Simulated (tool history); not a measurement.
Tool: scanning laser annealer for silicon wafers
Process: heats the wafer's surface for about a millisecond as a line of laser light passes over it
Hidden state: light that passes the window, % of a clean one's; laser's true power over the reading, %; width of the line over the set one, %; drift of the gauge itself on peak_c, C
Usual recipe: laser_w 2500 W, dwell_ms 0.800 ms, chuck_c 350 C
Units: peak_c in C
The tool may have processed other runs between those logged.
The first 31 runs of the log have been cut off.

| run | hour | laser_w | dwell_ms | chuck_c | hours of work since the window was cleaned | hours of work since the power meter was calibrated | hours of work since the optics were aligned | peak_c |
|---|---|---|---|---|---|---|---|---|
| 32 | 2285.3 | 2149 | 0.783 | 382 | 367 | 2651 | 619 | 1029 |
| 33 | 2336.0 | 2500 | 0.886 | 350 | 391 | 2675 | 643 | 1161 |
|  | 2386.1 | window over the wafer cleaned |
| 34 | 2389.8 | 2500 | 0.950 | 355 | 2 | 2700 | 668 | 1237 |
| 35 | 2437.6 | 2145 | 0.733 | 343 | 25 | 2723 | 691 | 989 |
| 36 | 2482.9 | 2477 | 0.683 | 359 | 47 | 2745 | 713 | 1078 |
| 37 | 2529.6 | 2623 | 0.829 | 320 | 69 | 2768 | 736 | 1171 |
| 38 | 2627.8 | 2228 | 0.894 | 350 | 117 | 2815 | 783 | 1093 |
| 39 | 2686.7 | 2500 | 0.800 | 389 | 145 | 2844 | 811 | 1171 |

Predict each of these 5 candidate next runs independently; none follows another, all start after run 39:
| A | 2768.2 | 2606 | 0.800 | 389 | 184 | 2883 | 851 | ? |
| B | 2768.2 | 2579 | 0.735 | 358 | 184 | 2883 | 851 | ? |
| C | 2768.2 | 2176 | 0.580 | 385 | 184 | 2883 | 851 | ? |
| D | 2768.2 | 2300 | 0.761 | 333 | 184 | 2883 | 851 | ? |
| E | 2768.2 | 2500 | 0.690 | 362 | 184 | 2883 | 851 | ? |

| run | peak_c |
|---|---|
| A | 1206 |
| B | 1129 |
| C | 950 |
| D | 1029 |
| E | 1082 |
Without the tool's hidden state the same runs would have given:
| run | peak_c |
|---|---|
| A | 1245 |
| B | 1166 |
| C | 978 |
| D | 1063 |
| E | 1117 |
